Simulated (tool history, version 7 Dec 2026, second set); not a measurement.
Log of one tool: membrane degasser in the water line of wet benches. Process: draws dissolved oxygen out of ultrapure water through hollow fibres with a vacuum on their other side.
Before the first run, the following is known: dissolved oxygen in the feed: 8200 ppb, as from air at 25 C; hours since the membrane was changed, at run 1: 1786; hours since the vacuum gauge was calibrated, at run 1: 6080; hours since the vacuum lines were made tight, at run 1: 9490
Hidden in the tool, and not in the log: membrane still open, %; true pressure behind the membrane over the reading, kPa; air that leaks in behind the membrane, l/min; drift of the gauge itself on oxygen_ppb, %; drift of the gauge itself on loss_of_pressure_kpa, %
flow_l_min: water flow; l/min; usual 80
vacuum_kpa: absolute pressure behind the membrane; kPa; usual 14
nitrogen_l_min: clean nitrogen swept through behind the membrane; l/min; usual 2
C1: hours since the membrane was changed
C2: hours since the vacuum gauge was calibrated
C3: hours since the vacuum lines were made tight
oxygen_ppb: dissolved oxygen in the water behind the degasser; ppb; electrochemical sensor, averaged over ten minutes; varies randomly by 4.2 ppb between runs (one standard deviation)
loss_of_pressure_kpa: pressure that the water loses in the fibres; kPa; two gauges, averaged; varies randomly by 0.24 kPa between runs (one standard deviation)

Run 1, hour 0: usual settings; C1 1786; C2 6080; C3 9490. Result: oxygen_ppb 923.2 ppb, loss_of_pressure_kpa 64.18 kPa.
Run 2, hour 71.7: usual settings; C1 1857; C2 6151; C3 9562. Result: oxygen_ppb 930.6 ppb, loss_of_pressure_kpa 64.22 kPa.
Run 3, hour 130.2: usual settings; C1 1916; C2 6210; C3 9621. Result: oxygen_ppb 922.3 ppb, loss_of_pressure_kpa 64.24 kPa.
Run 4, hour 175.8: usual settings; C1 1962; C2 6255; C3 9666. Result: oxygen_ppb 929.4 ppb, loss_of_pressure_kpa 64.44 kPa.
Run 5, hour 215.9: usual settings; C1 2002; C2 6296; C3 9706. Result: oxygen_ppb 931.7 ppb, loss_of_pressure_kpa 64.44 kPa.
Run 6, hour 286: usual settings but vacuum_kpa 12.7 kPa; C1 2072; C2 6366; C3 9776. Result: oxygen_ppb 840.9 ppb, loss_of_pressure_kpa 64.53 kPa.
Run 7, hour 350.1: usual settings; C1 2136; C2 6430; C3 9840. Result: oxygen_ppb 934 ppb, loss_of_pressure_kpa 64.69 kPa.
Run 8, hour 422.8: usual settings but vacuum_kpa 13.2 kPa; C1 2209; C2 6502; C3 9913. Result: oxygen_ppb 879.6 ppb, loss_of_pressure_kpa 64.36 kPa.
Run 9, hour 462.6: usual settings but vacuum_kpa 13.2 kPa; C1 2248; C2 6542; C3 9953. Result: oxygen_ppb 883.4 ppb, loss_of_pressure_kpa 64.43 kPa.
Run 10, hour 534.2: usual settings but flow_l_min 54 l/min; C1 2320; C2 6614; C3 10025. Result: oxygen_ppb 628.7 ppb, loss_of_pressure_kpa 43.44 kPa.
Run 11, hour 578.9: usual settings but flow_l_min 54 l/min; C1 2365; C2 6658; C3 10069. Result: oxygen_ppb 628 ppb, loss_of_pressure_kpa 43.5 kPa.
Run 12, hour 610.7: usual settings but nitrogen_l_min 3.11 l/min; C1 2396; C2 6690; C3 10101. Result: oxygen_ppb 698.7 ppb, loss_of_pressure_kpa 64.32 kPa.
Run 13, hour 667.4: usual settings but nitrogen_l_min 3.11 l/min; C1 2453; C2 6747; C3 10158. Result: oxygen_ppb 696.9 ppb, loss_of_pressure_kpa 64.64 kPa.
Run 14, hour 727.8: usual settings but nitrogen_l_min 2.36 l/min; C1 2513; C2 6807; C3 10218. Result: oxygen_ppb 834.3 ppb, loss_of_pressure_kpa 64.51 kPa.
Run 15, hour 792.2: usual settings but flow_l_min 87 l/min, vacuum_kpa 24.4 kPa, nitrogen_l_min 4.83 l/min; C1 2578; C2 6872; C3 10283. Result: oxygen_ppb 948.7 ppb, loss_of_pressure_kpa 69.74 kPa.
At hour 797.4: vacuum gauge calibrated.
Run 16, hour 843.6: usual settings but flow_l_min 105 l/min; C1 2629; C2 46; C3 10334. Result: oxygen_ppb 1256 ppb, loss_of_pressure_kpa 84.57 kPa.
Run 17, hour 890.3: usual settings but flow_l_min 104 l/min, vacuum_kpa 25.1 kPa, nitrogen_l_min 5.95 l/min; C1 2676; C2 93; C3 10380. Result: oxygen_ppb 1063.9 ppb, loss_of_pressure_kpa 84.24 kPa.
Run 18, hour 960.1: usual settings but flow_l_min 64 l/min, vacuum_kpa 15.1 kPa, nitrogen_l_min 0.83 l/min; C1 2745; C2 163; C3 10450. Result: oxygen_ppb 1457.8 ppb, loss_of_pressure_kpa 51.64 kPa.
Run 19, hour 1009.1: usual settings but flow_l_min 64 l/min, vacuum_kpa 15.1 kPa, nitrogen_l_min 0.83 l/min; C1 2794; C2 212; C3 10499. Result: oxygen_ppb 1452.2 ppb, loss_of_pressure_kpa 51.71 kPa.
At hour 1025.8: vacuum gauge calibrated, once more.
Run 20, hour 1067: usual settings but flow_l_min 65 l/min, vacuum_kpa 28.6 kPa, nitrogen_l_min 1.73 l/min; C1 2852; C2 41; C3 10556. Result: oxygen_ppb 1667.4 ppb, loss_of_pressure_kpa 52.93 kPa.
Run 21, hour 1120.3: usual settings but flow_l_min 70 l/min, vacuum_kpa 15.4 kPa, nitrogen_l_min 0.94 l/min; C1 2905; C2 94; C3 10610. Result: oxygen_ppb 1439.3 ppb, loss_of_pressure_kpa 56.65 kPa.

What will run 22 give?
Run 22, hour 1176.1: usual settings but flow_l_min 70 l/min, vacuum_kpa 15.4 kPa, nitrogen_l_min 0.94 l/min; C1 2961; C2 150; C3 10666. Result: oxygen_ppb ?, loss_of_pressure_kpa ?.

{"run 22": {"oxygen_ppb": 1424.3, "loss_of_pressure_kpa": 56.74}}
Were there no unlogged condition in the tool, this run, its random variation unchanged, would have produced oxygen_ppb 1422.2 ppb, loss_of_pressure_kpa 55.67 kPa.
